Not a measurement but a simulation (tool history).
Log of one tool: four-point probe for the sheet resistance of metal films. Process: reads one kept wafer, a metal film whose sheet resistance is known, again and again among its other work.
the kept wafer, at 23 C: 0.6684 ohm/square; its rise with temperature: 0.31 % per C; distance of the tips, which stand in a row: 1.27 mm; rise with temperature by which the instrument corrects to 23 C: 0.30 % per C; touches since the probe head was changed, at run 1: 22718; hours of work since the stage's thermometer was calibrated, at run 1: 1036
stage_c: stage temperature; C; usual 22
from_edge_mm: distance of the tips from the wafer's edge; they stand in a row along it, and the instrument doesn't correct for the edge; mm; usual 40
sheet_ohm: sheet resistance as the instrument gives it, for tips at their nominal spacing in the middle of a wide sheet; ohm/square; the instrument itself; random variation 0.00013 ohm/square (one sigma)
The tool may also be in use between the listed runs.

| run | hour | stage_c | from_edge_mm | touches since the probe head was changed | hours of work since the stage's thermometer was calibrated | sheet_ohm |
|---|---|---|---|---|---|---|
| 1 | 0.0 | 22 | 40 | 22718 | 1036 | 0.668790 |
| 2 | 37.6 | 22 | 9 | 23453 | 1057 | 0.675381 |
| 3 | 94.4 | 22 | 9 | 24562 | 1088 | 0.675541 |
| 4 | 137.8 | 22 | 9 | 25409 | 1112 | 0.675436 |
| 5 | 206.1 | 22 | 9 | 26741 | 1150 | 0.675408 |
| 6 | 276.2 | 22 | 9 | 28110 | 1189 | 0.675744 |
| 7 | 319.1 | 22 | 9 | 28946 | 1212 | 0.675417 |
| 8 | 349.4 | 29 | 40 | 29538 | 1229 | 0.668775 |
| 9 | 421.4 | 29 | 40 | 30944 | 1269 | 0.669307 |
| 10 | 493.3 | 22 | 12 | 32348 | 1308 | 0.672357 |
| 11 | 540.6 | 22 | 12 | 33270 | 1334 | 0.672290 |
| 12 | 606.5 | 22 | 40 | 34558 | 1371 | 0.668775 |
| 13 | 664.4 | 22 | 40 | 35688 | 1403 | 0.668741 |
| 14 | 734.5 | 22 | 31 | 37055 | 1441 | 0.668891 |
| 15 | 808.2 | 34 | 16 | 38494 | 1482 | 0.671278 |
| 16 | 858.9 | 34 | 16 | 39484 | 1510 | 0.671146 |
| 17 | 906.8 | 23 | 40 | 40419 | 1536 | 0.668933 |
| 18 | 957.8 | 18 | 10 | 41414 | 1564 | 0.673885 |
| 19 | 1018.1 | 19 | 10 | 42592 | 1598 | 0.673788 |
| 20 | 1077.8 | 32 | 40 | 43757 | 1631 | 0.669285 |
| 21 | 1149.8 | 21 | 59 | 45162 | 1670 | 0.668680 |
| 22 | 1199.1 | 27 | 3 | 46125 | 1698 | 0.727147 |
| 23 | 1255.2 | 27 | 3 | 47219 | 1728 | 0.727027 |
| 24 | 1323.4 | 29 | 68 | 48550 | 1766 | 0.668935 |
| 25 | 1394.9 | 25 | 6 | 49946 | 1805 | 0.684188 |

5 ways to go on from here, each from the tool as it stands after run 25. What would each give?
| A | 1466.7 | 20 | 18 | 51349 | 1845 | ? |
| B | 1466.7 | 21 | 9 | 51349 | 1845 | ? |
| C | 1466.7 | 27 | 13 | 51349 | 1845 | ? |
| D | 1466.7 | 23 | 16 | 51349 | 1845 | ? |
| E | 1466.7 | 30 | 56 | 51349 | 1845 | ? |

| run | sheet_ohm |
|---|---|
| A | 0.670034 |
| B | 0.675290 |
| C | 0.672252 |
| D | 0.670549 |
| E | 0.669020 |
Without the tool's hidden state the same runs would have given:
| run | sheet_ohm |
|---|---|
| A | 0.670022 |
| B | 0.675278 |
| C | 0.672240 |
| D | 0.670537 |
| E | 0.669008 |
